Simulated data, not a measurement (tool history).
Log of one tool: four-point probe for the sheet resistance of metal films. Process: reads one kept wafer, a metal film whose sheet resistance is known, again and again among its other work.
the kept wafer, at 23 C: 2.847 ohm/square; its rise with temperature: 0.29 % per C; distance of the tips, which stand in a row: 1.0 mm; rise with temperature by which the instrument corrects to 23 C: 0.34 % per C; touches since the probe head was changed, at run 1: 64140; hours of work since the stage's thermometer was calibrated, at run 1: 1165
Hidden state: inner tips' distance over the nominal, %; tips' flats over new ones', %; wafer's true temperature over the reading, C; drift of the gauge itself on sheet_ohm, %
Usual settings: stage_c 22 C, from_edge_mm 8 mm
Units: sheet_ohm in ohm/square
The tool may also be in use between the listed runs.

| run | hour | stage_c | from_edge_mm | touches since the probe head was changed | hours of work since the stage's thermometer was calibrated | sheet_ohm |
|---|---|---|---|---|---|---|
| 1 | 0.0 | 22 | 8 | 64140 | 1165 | 2.864204 |
| 2 | 113.6 | 22 | 8 | 68243 | 1247 | 2.863796 |
|  | 155.5 | stage's thermometer calibrated |
| 3 | 167.2 | 22 | 8 | 70161 | 8 | 2.866476 |
| 4 | 230.8 | 22 | 8 | 72457 | 54 | 2.865674 |
| 5 | 344.4 | 22 | 8 | 76561 | 136 | 2.863267 |
| 6 | 412.0 | 22 | 4 | 79003 | 185 | 2.932822 |
| 7 | 482.4 | 22 | 8 | 81545 | 236 | 2.864203 |
| 8 | 535.3 | 22 | 8 | 83457 | 274 | 2.862568 |
| 9 | 637.8 | 31 | 16 | 87159 | 348 | 2.832080 |
| 10 | 746.3 | 31 | 16 | 91078 | 427 | 2.830637 |
| 11 | 805.2 | 31 | 16 | 93205 | 469 | 2.830623 |
| 12 | 892.5 | 28 | 5 | 96357 | 533 | 2.886193 |
| 13 | 954.1 | 33 | 13 | 98582 | 577 | 2.829526 |

Forecast each of these 5 alternatives for the next run:
| A | 1021.4 | 29 | 8 | 101015 | 626 | ? |
| B | 1021.4 | 34 | 73 | 101015 | 626 | ? |
| C | 1021.4 | 22 | 9 | 101015 | 626 | ? |
| D | 1021.4 | 19 | 13 | 101015 | 626 | ? |
| E | 1021.4 | 34 | 8 | 101015 | 626 | ? |

| run | sheet_ohm |
|---|---|
| A | 2.848992 |
| B | 2.819210 |
| C | 2.853596 |
| D | 2.847739 |
| E | 2.842381 |
Without the tool's hidden state the same runs would have given:
| run | sheet_ohm |
|---|---|
| A | 2.862674 |
| B | 2.832749 |
| C | 2.867312 |
| D | 2.861435 |
| E | 2.856023 |
